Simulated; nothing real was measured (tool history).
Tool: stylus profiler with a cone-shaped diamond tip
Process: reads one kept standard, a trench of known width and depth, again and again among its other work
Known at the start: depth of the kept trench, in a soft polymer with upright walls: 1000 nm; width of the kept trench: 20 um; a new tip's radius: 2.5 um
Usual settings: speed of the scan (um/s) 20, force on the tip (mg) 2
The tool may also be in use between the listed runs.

run   hour  speed of the scan (um/s)  force on the tip (mg)  depth of the trench (nm)  width of the trench's floor (µm)
  1      0                        20                      2                   1005.55                             15.97
  2   21.3                        51                      2                   1006.17                             15.81
  3   41.8                        51                      2                    1005.7                             15.84
  4   61.6                        51                      2                   1005.49                             15.83
  5     87                        20                   1.04                   1003.38                              15.9
  6   98.2                        20                   1.32                   1003.93                             15.79
  7  120.7                        20                   1.32                   1003.64                             15.89
  8    146                        20                   2.26                   1005.66                             15.84
  9  158.5                        20                   2.26                   1005.64                             15.84
 10  175.4                        45                      2                   1005.52                             15.78
 11  191.6                        45                      2                    1005.2                             15.77
 12  211.7                        20                   4.36                   1009.17                             15.84
 13  228.3                        74                      2                   1005.11                             15.72
 14  250.3                        26                      2                   1005.26                             15.85
 15  271.3                        26                      2                   1004.98                             15.77
 16  285.6                        26                      2                   1005.38                             15.77
 17  296.3                        26                      2                   1004.93                              15.8
 18  314.9                        26                      2                   1004.97                             15.74
 19  326.7                        26                      2                   1004.93                             15.77
 20    337                        57                      2                   1004.71                              15.7
 21  347.4                        57                      2                   1004.81                             15.66
 22  359.9                        57                      2                   1004.83                             15.71
 23  372.8                        10                      2                   1004.91                             15.74
 24  391.3                        10                      2                    1005.1                             15.81
 25  408.6                         6                   3.71                   1007.96                             15.76
 26  428.4                         6                    2.7                   1006.15                             15.77
 27  441.6                         8                   2.66                   1006.06                             15.78
 28  464.4                        12                   3.93                   1007.99                             15.74
 29  480.7                        53                   1.51                   1003.61                             15.69
 30  503.9                        53                   1.51                   1003.71                             15.57
 31  516.7                        12                   1.91                   1004.46                             15.72
 32  528.9                        25                   1.45                   1003.07                             15.68
 33  547.3                        12                    1.5                   1003.86                             15.68
 34  568.4                        31                   0.79                   1001.49                             15.63
 35  584.4                        36                   4.46                   1008.63                             15.58
 36  598.8                        36                   4.46                   1008.32                             15.68
 37  618.7                        36                   4.46                   1008.54                             15.59
 38  641.9                        36                   4.46                   1008.55                             15.62
 39  661.1                        22                   1.22                   1002.29                             15.64
 40  675.1                        20                      3                    1005.6                             15.64
 41  689.8                        58                   0.68                   1000.82                             15.37
 42  709.4                        58                   0.68                   1001.03                             15.42
 43  730.9                        20                   2.93                   1005.44                              15.6
 44  753.1                         6                      6                   1010.54                             15.61
 45  778.4                        20                   0.71                   1000.62                             15.63
 46  792.7                        20                   3.88                   1006.74                             15.63

Measured less the same run without the tool's hidden state. The same run-to-run variation is in both; the gauge's scatter may not be:
The hidden state here: radius of the tip, um; height scale over the true one, %; drift of the gauge itself on depth_nm, %; drift of the gauge itself on floor_um, %.
run  depth of the trench (nm)  width of the trench's floor (µm)
  1                     -0.14                             -0.02
  2                      -0.2                             -0.03
  3                     -0.27                             -0.03
  4                     -0.31                             -0.04
  5                     -0.39                             -0.05
  6                     -0.41                             -0.06
  7                     -0.48                             -0.07
  8                     -0.55                             -0.08
  9                     -0.57                             -0.09
 10                     -0.62                              -0.1
 11                     -0.66                             -0.11
 12                     -0.72                             -0.12
 13                     -0.75                             -0.13
 14                     -0.81                             -0.14
 15                     -0.87                             -0.14
 16                     -0.92                             -0.15
 17                     -0.95                             -0.16
 18                        -1                             -0.16
 19                     -1.03                             -0.17
 20                     -1.06                             -0.17
 21                     -1.08                             -0.18
 22                     -1.12                             -0.18
 23                     -1.15                             -0.19
 24                      -1.2                              -0.2
 25                     -1.25                              -0.2
 26                     -1.31                             -0.22
 27                     -1.35                             -0.22
 28                     -1.42                             -0.23
 29                     -1.45                             -0.24
 30                     -1.51                             -0.25
 31                     -1.54                             -0.26
 32                     -1.57                             -0.26
 33                     -1.63                             -0.27
 34                     -1.67                             -0.28
 35                     -1.73                             -0.29
 36                     -1.77                             -0.29
 37                     -1.82                              -0.3
 38                     -1.88                             -0.32
 39                     -1.92                             -0.32
 40                     -1.97                             -0.33
 41                        -2                             -0.34
 42                     -2.05                             -0.35
 43                     -2.12                             -0.36
 44                     -2.19                             -0.37
 45                     -2.23                             -0.38
 46                     -2.29                             -0.39

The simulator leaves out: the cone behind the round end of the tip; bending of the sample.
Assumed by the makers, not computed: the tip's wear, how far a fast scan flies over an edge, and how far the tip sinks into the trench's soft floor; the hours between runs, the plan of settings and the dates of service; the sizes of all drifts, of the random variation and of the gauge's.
